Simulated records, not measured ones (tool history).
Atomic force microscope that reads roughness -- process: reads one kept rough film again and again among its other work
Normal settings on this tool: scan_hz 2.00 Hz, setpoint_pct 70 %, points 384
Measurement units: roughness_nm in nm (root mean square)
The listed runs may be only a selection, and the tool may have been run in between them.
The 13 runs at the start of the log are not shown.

run   hour  scan_hz  setpoint_pct  points  pictures with this tip  hours of work since the height scale was calibrated  roughness_nm
 14  293.1     2.00            84     384                     178                                                  387         1.927
 15  318.0     2.00            84     384                     202                                                  401         1.914
 16  334.4     2.00            84     384                     218                                                  409         1.899
 17  362.9     2.00            84     384                     245                                                  425         1.866
 18  382.8     2.00            84     384                     264                                                  435         1.849
 19  411.4     2.00            84     384                     291                                                  450         1.838
 20  439.4     2.00            70     384                     318                                                  465         1.942
     441.9  -- height scale calibrated on a step standard
 21  471.8     2.00            70     293                     348                                                   16         1.890
 22  496.0     2.00            70     293                     372                                                   29         1.908
     506.3  -- new tip fitted
     520.6  -- height scale calibrated on a step standard, once more
 23  520.6     2.00            70     384                      13                                                    0         2.235
 24  539.0     2.00            70     324                      31                                                   10         2.223
 25  556.5     2.00            85     324                      47                                                   19         2.045
 26  586.3     2.00            57     384                      76                                                   35         2.262
 27  610.7     0.73            67     633                      99                                                   48         2.260
 28  640.3     0.73            67     633                     128                                                   64         2.237
 29  657.5     2.75            70     311                     144                                                   73         2.036
 30  670.3     3.73            70     753                     156                                                   80         1.990
 31  698.2     3.73            88     501                     183                                                   95         1.677
 32  721.7     3.73            88     501                     206                                                  107         1.669

Forecast run 33:
 33  743.9     3.03            88     837                     227                                                  119             ?

Logged for run 33: roughness_nm 1.713 nm (root mean square).
Had the tool carried no hidden state, the very same run would have given roughness_nm 1.922 nm (root mean square).
